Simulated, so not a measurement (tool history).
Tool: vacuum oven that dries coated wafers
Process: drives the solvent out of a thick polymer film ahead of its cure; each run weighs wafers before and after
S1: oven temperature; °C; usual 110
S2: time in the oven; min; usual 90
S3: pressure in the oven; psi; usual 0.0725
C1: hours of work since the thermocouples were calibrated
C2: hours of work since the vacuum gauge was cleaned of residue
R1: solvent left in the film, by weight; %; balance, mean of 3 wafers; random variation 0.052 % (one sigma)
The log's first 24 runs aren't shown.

run 25 hour=214.4 | S1=124 S2=116 S3=0.0551 | C1=337 C2=121 | R1=0.21
run 26 hour=223.4 | S1=113 S2=78 S3=0.1717 | C1=342 C2=126 | R1=2.06
run 27 hour=230.3 | S1=117 S2=72 S3=0.1259 | C1=346 C2=130 | R1=1.37
run 28 hour=238.4 | S1=117 S2=72 S3=0.1259 | C1=350 C2=135 | R1=1.47
run 29 hour=243.7 | S1=117 S2=135 S3=0.1259 | C1=353 C2=138 | R1=0.67
run 30 hour=251.9 | S1=100 S2=146 S3=0.285 | C1=358 C2=142 | R1=3.48
run 31 hour=262 | S1=117 S2=146 S3=0.0677 | C1=363 C2=148 | R1=0.39
run 32 hour=274.3 | S1=117 S2=146 S3=0.0677 | C1=370 C2=155 | R1=0.49

Forecast each of these 5 alternatives for the next run:
run A hour=283 | S1=110 S2=90 S3=0.1474 | C1=375 C2=160 | R1=?
run B hour=283 | S1=117 S2=146 S3=0.1044 | C1=375 C2=160 | R1=?
run C hour=283 | S1=120 S2=124 S3=0.0892 | C1=375 C2=160 | R1=?
run D hour=283 | S1=117 S2=146 S3=0.088 | C1=375 C2=160 | R1=?
run E hour=283 | S1=96 S2=53 S3=0.0738 | C1=375 C2=160 | R1=?

run=A R1=1.98
run=B R1=0.62
run=C R1=0.45
run=D R1=0.4
run=E R1=8.65
Without the tool's hidden state the same runs would have given:
run=A R1=1.87
run=B R1=0.59
run=C R1=0.43
run=D R1=0.37
run=E R1=8.44
